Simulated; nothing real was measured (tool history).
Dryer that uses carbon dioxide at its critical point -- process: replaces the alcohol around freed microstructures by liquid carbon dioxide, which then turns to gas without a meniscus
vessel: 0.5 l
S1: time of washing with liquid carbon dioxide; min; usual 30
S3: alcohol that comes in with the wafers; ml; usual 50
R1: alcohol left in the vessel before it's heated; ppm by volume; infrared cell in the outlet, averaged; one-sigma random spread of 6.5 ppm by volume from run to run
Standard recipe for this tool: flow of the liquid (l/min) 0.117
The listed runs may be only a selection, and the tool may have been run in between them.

Run 1, hour 0: usual settings. Result: R1 363 ppm by volume.
Run 2, hour 28.6: usual settings. Result: R1 374 ppm by volume.
Run 3, hour 54.9: usual settings. Result: R1 404 ppm by volume.
Run 4, hour 70.8: usual settings but S3 117 ml. Result: R1 916 ppm by volume.
Run 5, hour 101.4: usual settings but S3 117 ml. Result: R1 1039 ppm by volume.
Run 6, hour 133.8: usual settings but S3 117 ml. Result: R1 1097 ppm by volume.
Run 7, hour 166.7: usual settings but flow of the liquid (l/min) 0.079. Result: R1 3091 ppm by volume.
Run 8, hour 198: usual settings but flow of the liquid (l/min) 0.079. Result: R1 3264 ppm by volume.
Run 9, hour 224.2: usual settings but S3 28 ml. Result: R1 379 ppm by volume.
Run 10, hour 245.2: usual settings. Result: R1 660 ppm by volume.
Run 11, hour 263.3: usual settings. Result: R1 696 ppm by volume.
Run 12, hour 282.7: usual settings. Result: R1 715 ppm by volume.
Run 13, hour 307: usual settings. Result: R1 357 ppm by volume.
Run 14, hour 339.1: usual settings. Result: R1 381 ppm by volume.
Run 15, hour 361.3: usual settings but flow of the liquid (l/min) 0.11, S3 59 ml. Result: R1 619 ppm by volume.
Run 16, hour 392.2: usual settings but S1 39 min, flow of the liquid (l/min) 0.083, S3 24 ml. Result: R1 376 ppm by volume.
Run 17, hour 415.6: usual settings but S1 32 min, flow of the liquid (l/min) 0.17, S3 120 ml. Result: R1 119 ppm by volume.
Run 18, hour 439.7: usual settings but flow of the liquid (l/min) 0.111, S3 76 ml. Result: R1 899 ppm by volume.
Run 19, hour 456.3: usual settings but S1 21 min, flow of the liquid (l/min) 0.104. Result: R1 3565 ppm by volume.
Run 20, hour 475.2: usual settings but S1 21 min, flow of the liquid (l/min) 0.104, S3 38 ml. Result: R1 2746 ppm by volume.
Run 21, hour 505.8: usual settings but S1 39 min, S3 23 ml. Result: R1 128 ppm by volume.
Run 22, hour 521.8: usual settings but S1 39 min, S3 23 ml. Result: R1 133 ppm by volume.
Run 23, hour 545.4: usual settings but S1 20 min, S3 33 ml. Result: R1 2144 ppm by volume.
Run 24, hour 577.9: usual settings but S1 20 min, S3 33 ml. Result: R1 2276 ppm by volume.
Run 25, hour 606.7: usual settings but S1 20 min, S3 33 ml. Result: R1 2348 ppm by volume.
Run 26, hour 635.7: usual settings but S1 35 min, flow of the liquid (l/min) 0.136, S3 20 ml. Result: R1 106 ppm by volume.
Run 27, hour 658.7: usual settings but S1 35 min, flow of the liquid (l/min) 0.136, S3 20 ml. Result: R1 121 ppm by volume.

Missing from the log above: 2 entries noted between runs. For each, name the pair of listed runs it sits between and say how the tool's hidden condition differs from the listed run just before to the listed run just after:
After run 12, before run 13: inlet filter changed (hour 286.8)
  flow that reaches the vessel past the clogged filter, %: 85 -> 99; alcohol in the recycled carbon dioxide, ppm: 63.4 -> 65.7
  measured minus no-state result, R1: +441 -> +78 ppm by volume
After run 25, before run 26: inlet filter changed (hour 628)
  flow that reaches the vessel past the clogged filter, %: 85.8 -> 99.2; alcohol in the recycled carbon dioxide, ppm: 97.2 -> 100.2
  measured minus no-state result, R1: +1058 -> +95 ppm by volume

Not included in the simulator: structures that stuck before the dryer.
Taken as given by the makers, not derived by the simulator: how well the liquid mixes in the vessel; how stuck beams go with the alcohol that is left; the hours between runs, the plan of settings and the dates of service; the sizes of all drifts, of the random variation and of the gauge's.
